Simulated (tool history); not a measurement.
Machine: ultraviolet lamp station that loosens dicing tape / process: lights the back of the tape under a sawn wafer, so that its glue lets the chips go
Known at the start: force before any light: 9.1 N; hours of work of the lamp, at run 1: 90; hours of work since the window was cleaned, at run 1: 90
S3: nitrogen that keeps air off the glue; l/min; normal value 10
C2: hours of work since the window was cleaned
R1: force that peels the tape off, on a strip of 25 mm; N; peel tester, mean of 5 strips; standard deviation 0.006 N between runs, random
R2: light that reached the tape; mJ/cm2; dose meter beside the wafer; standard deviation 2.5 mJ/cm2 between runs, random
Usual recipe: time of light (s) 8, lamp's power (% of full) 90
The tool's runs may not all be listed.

Run 1, hour 0.0: usual settings; hours of work of the lamp 90; C2 90. Result: R1 0.179 N, R2 296 mJ/cm2.
Run 2, hour 61.2: usual settings; hours of work of the lamp 118; C2 118. Result: R1 0.183 N, R2 296 mJ/cm2.
Run 3, hour 114.6: usual settings; hours of work of the lamp 142; C2 142. Result: R1 0.195 N, R2 288 mJ/cm2.
Run 4, hour 165.2: usual settings but lamp's power (% of full) 96; hours of work of the lamp 165; C2 165. Result: R1 0.176 N, R2 306 mJ/cm2.
Run 5, hour 221.5: usual settings but lamp's power (% of full) 96; hours of work of the lamp 191; C2 191. Result: R1 0.164 N, R2 304 mJ/cm2.
Run 6, hour 272.0: usual settings; hours of work of the lamp 213; C2 213. Result: R1 0.214 N, R2 277 mJ/cm2.
Run 7, hour 313.6: usual settings; hours of work of the lamp 232; C2 232. Result: R1 0.212 N, R2 276 mJ/cm2.
Run 8, hour 347.2: usual settings; hours of work of the lamp 248; C2 248. Result: R1 0.202 N, R2 271 mJ/cm2.
Run 9, hour 386.3: usual settings; hours of work of the lamp 265; C2 265. Result: R1 0.214 N, R2 274 mJ/cm2.
Run 10, hour 451.3: usual settings; hours of work of the lamp 295; C2 295. Result: R1 0.226 N, R2 267 mJ/cm2.
Run 11, hour 487.0: usual settings; hours of work of the lamp 311; C2 311. Result: R1 0.221 N, R2 261 mJ/cm2.
Run 12, hour 529.5: usual settings but S3 7 l/min; hours of work of the lamp 330; C2 330. Result: R1 0.323 N, R2 257 mJ/cm2.
At hour 594.4: window cleaned of glue's vapour.
Run 13, hour 602.8: usual settings but S3 7 l/min; hours of work of the lamp 363; C2 4. Result: R1 0.276 N, R2 279 mJ/cm2.
Run 14, hour 646.8: usual settings but S3 7 l/min; hours of work of the lamp 383; C2 24. Result: R1 0.276 N, R2 275 mJ/cm2.
Run 15, hour 716.3: usual settings but S3 7 l/min; hours of work of the lamp 414; C2 55. Result: R1 0.281 N, R2 275 mJ/cm2.
Run 16, hour 790.3: usual settings but S3 7 l/min; hours of work of the lamp 448; C2 89. Result: R1 0.297 N, R2 261 mJ/cm2.
Run 17, hour 848.8: usual settings but S3 7 l/min; hours of work of the lamp 474; C2 115. Result: R1 0.317 N, R2 264 mJ/cm2.
Run 18, hour 903.8: usual settings but S3 7 l/min; hours of work of the lamp 499; C2 140. Result: R1 0.302 N, R2 262 mJ/cm2.
Run 19, hour 975.3: usual settings; hours of work of the lamp 532; C2 172. Result: R1 0.246 N, R2 255 mJ/cm2.
Run 20, hour 1031.8: usual settings; hours of work of the lamp 557; C2 198. Result: R1 0.268 N, R2 251 mJ/cm2.
Run 21, hour 1099.1: usual settings but lamp's power (% of full) 93; hours of work of the lamp 588; C2 228. Result: R1 0.234 N, R2 254 mJ/cm2.
Run 22, hour 1156.7: usual settings but lamp's power (% of full) 93; hours of work of the lamp 614; C2 254. Result: R1 0.242 N, R2 253 mJ/cm2.
Run 23, hour 1202.7: usual settings but time of light (s) 6, lamp's power (% of full) 87; hours of work of the lamp 634; C2 275. Result: R1 0.602 N, R2 173 mJ/cm2.
Run 24, hour 1253.5: usual settings but time of light (s) 6, lamp's power (% of full) 87; hours of work of the lamp 657; C2 298. Result: R1 0.622 N, R2 170 mJ/cm2.
Run 25, hour 1288.5: usual settings but time of light (s) 6, lamp's power (% of full) 87; hours of work of the lamp 673; C2 314. Result: R1 0.635 N, R2 172 mJ/cm2.
Run 26, hour 1324.2: usual settings but time of light (s) 12, S3 4 l/min; hours of work of the lamp 689; C2 330. Result: R1 0.305 N, R2 348 mJ/cm2.
Run 27, hour 1356.5: usual settings but time of light (s) 12, S3 4 l/min; hours of work of the lamp 704; C2 345. Result: R1 0.291 N, R2 348 mJ/cm2.
At hour 1387.5: window cleaned of glue's vapour.
Run 28, hour 1415.1: usual settings but time of light (s) 12, lamp's power (% of full) 66, S3 4 l/min; hours of work of the lamp 730; C2 12. Result: R1 0.520 N, R2 270 mJ/cm2.
Run 29, hour 1464.2: usual settings but time of light (s) 4, S3 9 l/min; hours of work of the lamp 753; C2 35. Result: R1 1.333 N, R2 122 mJ/cm2.
Run 30, hour 1508.7: usual settings but time of light (s) 4, S3 4 l/min; hours of work of the lamp 773; C2 55. Result: R1 2.419 N, R2 121 mJ/cm2.
Run 31, hour 1548.4: usual settings but time of light (s) 4, S3 4 l/min; hours of work of the lamp 791; C2 73. Result: R1 2.442 N, R2 125 mJ/cm2.
Run 32, hour 1579.1: usual settings but time of light (s) 6; hours of work of the lamp 805; C2 87. Result: R1 0.539 N, R2 172 mJ/cm2.
Run 33, hour 1645.3: usual settings but lamp's power (% of full) 92, S3 3 l/min; hours of work of the lamp 835; C2 117. Result: R1 0.968 N, R2 234 mJ/cm2.
Run 34, hour 1714.9: usual settings but lamp's power (% of full) 92, S3 3 l/min; hours of work of the lamp 866; C2 148. Result: R1 0.984 N, R2 229 mJ/cm2.
Run 35, hour 1757.2: usual settings but lamp's power (% of full) 92, S3 8 l/min; hours of work of the lamp 885; C2 167. Result: R1 0.377 N, R2 227 mJ/cm2.
At hour 1822.0: lamp changed.
Run 36, hour 1824.4: usual settings but lamp's power (% of full) 92, S3 8 l/min; hours of work of the lamp 1; C2 197. Result: R1 0.202 N, R2 309 mJ/cm2.
Run 37, hour 1868.5: usual settings but time of light (s) 9, lamp's power (% of full) 86, S3 3 l/min; hours of work of the lamp 21; C2 217. Result: R1 0.470 N, R2 318 mJ/cm2.
Run 38, hour 1899.6: usual settings but time of light (s) 9, lamp's power (% of full) 86, S3 6 l/min; hours of work of the lamp 35; C2 231. Result: R1 0.235 N, R2 318 mJ/cm2.
Run 39, hour 1945.3: usual settings but time of light (s) 9, lamp's power (% of full) 86, S3 6 l/min; hours of work of the lamp 56; C2 252. Result: R1 0.252 N, R2 308 mJ/cm2.

Each row is a separate what-if for the run after 39, all from the same tool condition, not one after another. Results?
Run A, hour 2015.5: usual settings but lamp's power (% of full) 99; hours of work of the lamp 88; C2 284. Result: R1 ?, R2 ?.
Run B, hour 2015.5: usual settings but time of light (s) 5, lamp's power (% of full) 71, S3 7 l/min; hours of work of the lamp 88; C2 284. Result: R1 ?, R2 ?.
Run C, hour 2015.5: usual settings but time of light (s) 6, lamp's power (% of full) 89, S3 9 l/min; hours of work of the lamp 88; C2 284. Result: R1 ?, R2 ?.
Run D, hour 2015.5: usual settings but time of light (s) 15, lamp's power (% of full) 86, S3 6 l/min; hours of work of the lamp 88; C2 284. Result: R1 ?, R2 ?.
Run E, hour 2015.5: usual settings but lamp's power (% of full) 86, S3 6 l/min; hours of work of the lamp 88; C2 284. Result: R1 ?, R2 ?.

run     R1   R2
  A  0.163  315
  B  1.291  140
  C  0.401  212
  D  0.119  515
  E  0.334  269
Had the tool no hidden state, the same runs would have come out as:
run     R1   R2
  A  0.144  348
  B  1.063  155
  C  0.314  235
  D  0.115  569
  E  0.264  298
